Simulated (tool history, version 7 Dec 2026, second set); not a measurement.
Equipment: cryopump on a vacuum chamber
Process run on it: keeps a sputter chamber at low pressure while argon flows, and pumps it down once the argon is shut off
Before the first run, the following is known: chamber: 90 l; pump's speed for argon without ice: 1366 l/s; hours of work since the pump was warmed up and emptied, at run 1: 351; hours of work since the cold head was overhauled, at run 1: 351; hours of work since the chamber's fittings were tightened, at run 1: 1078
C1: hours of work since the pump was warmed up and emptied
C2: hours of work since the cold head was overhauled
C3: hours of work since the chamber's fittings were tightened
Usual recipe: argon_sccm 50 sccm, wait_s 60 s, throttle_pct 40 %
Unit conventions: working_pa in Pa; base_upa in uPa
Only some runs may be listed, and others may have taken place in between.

Run 1, hour 0: usual settings; C1 351; C2 351; C3 1078. Result: working_pa 0.1607 Pa, base_upa 3.9 uPa.
Run 2, hour 10.8: usual settings; C1 359; C2 359; C3 1086. Result: working_pa 0.1599 Pa, base_upa 3.87 uPa.
Run 3, hour 21: usual settings; C1 366; C2 366; C3 1094. Result: working_pa 0.1609 Pa, base_upa 3.98 uPa.
Run 4, hour 37.1: usual settings but throttle_pct 20 %; C1 378; C2 378; C3 1106. Result: working_pa 0.3132 Pa, base_upa 3.93 uPa.
Run 5, hour 55.9: usual settings but argon_sccm 32 sccm; C1 392; C2 392; C3 1120. Result: working_pa 0.103 Pa, base_upa 3.95 uPa.
Run 6, hour 67.1: usual settings but throttle_pct 30 %; C1 401; C2 401; C3 1128. Result: working_pa 0.2135 Pa, base_upa 4.08 uPa.
Run 7, hour 75.8: usual settings but throttle_pct 30 %; C1 407; C2 407; C3 1135. Result: working_pa 0.211 Pa, base_upa 3.99 uPa.
Run 8, hour 87.2: usual settings but throttle_pct 36 %; C1 416; C2 416; C3 1143. Result: working_pa 0.1776 Pa, base_upa 3.97 uPa.
Run 9, hour 106: usual settings but throttle_pct 36 %; C1 430; C2 430; C3 1157. Result: working_pa 0.1766 Pa, base_upa 4.03 uPa.
Run 10, hour 124.9: usual settings but throttle_pct 36 %; C1 444; C2 444; C3 1172. Result: working_pa 0.1795 Pa, base_upa 4.05 uPa.
Run 11, hour 138.9: usual settings but throttle_pct 36 %; C1 455; C2 455; C3 1182. Result: working_pa 0.1785 Pa, base_upa 4.15 uPa.
Run 12, hour 152.1: usual settings but throttle_pct 16 %; C1 464; C2 464; C3 1192. Result: working_pa 0.3936 Pa, base_upa 4.18 uPa.
Run 13, hour 166: usual settings but throttle_pct 37 %; C1 475; C2 475; C3 1202. Result: working_pa 0.1743 Pa, base_upa 4.26 uPa.
Run 14, hour 180.2: usual settings but throttle_pct 43 %; C1 485; C2 485; C3 1213. Result: working_pa 0.1498 Pa, base_upa 4.28 uPa.
Run 15, hour 189.9: usual settings but throttle_pct 43 %; C1 493; C2 493; C3 1220. Result: working_pa 0.1514 Pa, base_upa 4.28 uPa.
Run 16, hour 203.4: usual settings but throttle_pct 43 %; C1 503; C2 503; C3 1230. Result: working_pa 0.1506 Pa, base_upa 4.36 uPa.
Run 17, hour 218.8: usual settings but argon_sccm 66 sccm, throttle_pct 43 %; C1 514; C2 514; C3 1242. Result: working_pa 0.2003 Pa, base_upa 4.34 uPa.
Run 18, hour 232.5: usual settings but argon_sccm 40 sccm, throttle_pct 33 %; C1 525; C2 525; C3 1252. Result: working_pa 0.1562 Pa, base_upa 4.23 uPa.
Run 19, hour 247: usual settings but argon_sccm 47 sccm, wait_s 31 s; C1 535; C2 535; C3 1263. Result: working_pa 0.1523 Pa, base_upa 6.05 uPa.
Run 20, hour 264.6: usual settings but argon_sccm 47 sccm, wait_s 31 s; C1 549; C2 549; C3 1276. Result: working_pa 0.1521 Pa, base_upa 5.95 uPa.
Run 21, hour 272.6: usual settings but argon_sccm 29 sccm, throttle_pct 47 %; C1 555; C2 555; C3 1282. Result: working_pa 0.0808 Pa, base_upa 4.41 uPa.
Run 22, hour 286.6: usual settings but argon_sccm 31 sccm, wait_s 220 s, throttle_pct 28 %; C1 565; C2 565; C3 1292. Result: working_pa 0.1409 Pa, base_upa 3.09 uPa.
Run 23, hour 304.4: usual settings but argon_sccm 31 sccm, wait_s 220 s, throttle_pct 28 %; C1 578; C2 578; C3 1306. Result: working_pa 0.1411 Pa, base_upa 3.12 uPa.
Run 24, hour 323.6: usual settings but argon_sccm 30 sccm, throttle_pct 21 %; C1 593; C2 593; C3 1320. Result: working_pa 0.1818 Pa, base_upa 4.36 uPa.
Run 25, hour 332.1: usual settings but argon_sccm 30 sccm, throttle_pct 21 %; C1 599; C2 599; C3 1326. Result: working_pa 0.1813 Pa, base_upa 4.32 uPa.
Run 26, hour 340: usual settings but argon_sccm 30 sccm, throttle_pct 21 %; C1 605; C2 605; C3 1332. Result: working_pa 0.1803 Pa, base_upa 4.45 uPa.
Run 27, hour 358.9: usual settings but argon_sccm 30 sccm, throttle_pct 21 %; C1 619; C2 619; C3 1346. Result: working_pa 0.1815 Pa, base_upa 4.64 uPa.
Run 28, hour 368.9: usual settings but argon_sccm 37 sccm, wait_s 299 s, throttle_pct 27 %; C1 627; C2 627; C3 1354. Result: working_pa 0.1743 Pa, base_upa 2.9 uPa.
Run 29, hour 383.8: usual settings but argon_sccm 37 sccm, wait_s 299 s, throttle_pct 27 %; C1 638; C2 638; C3 1365. Result: working_pa 0.1765 Pa, base_upa 3.09 uPa.
Run 30, hour 393.6: usual settings but argon_sccm 38 sccm, wait_s 99 s, throttle_pct 27 %; C1 645; C2 645; C3 1372. Result: working_pa 0.1801 Pa, base_upa 3.84 uPa.
At hour 404.6: leaking fittings of the chamber tightened, without venting.
Run 31, hour 411.7: usual settings but argon_sccm 38 sccm, wait_s 99 s, throttle_pct 27 %; C1 657; C2 657; C3 5. Result: working_pa 0.1811 Pa, base_upa 1.41 uPa.
Run 32, hour 427.5: usual settings but argon_sccm 20 sccm, wait_s 32 s, throttle_pct 25 %; C1 669; C2 669; C3 17. Result: working_pa 0.1025 Pa, base_upa 3.85 uPa.
Run 33, hour 439.4: usual settings but argon_sccm 20 sccm, wait_s 32 s, throttle_pct 25 %; C1 678; C2 678; C3 26. Result: working_pa 0.1023 Pa, base_upa 3.72 uPa.
Run 34, hour 454.3: usual settings but argon_sccm 21 sccm, wait_s 80 s, throttle_pct 19 %; C1 689; C2 689; C3 37. Result: working_pa 0.1412 Pa, base_upa 1.75 uPa.

Hidden condition of the tool, last listed run before each entry between runs versus first listed run after:
Run 30 -> run 31: leaking fittings of the chamber tightened, without venting (hour 404.6)
  pump's speed, % of a pump's without ice: 88.8 -> 88.6; leak into the chamber, uPa l/s: 3284 -> 347
  measured minus no-state result, working_pa: +0.0064 -> +0.0065 Pa; base_upa: +2.5 -> +0.07 uPa
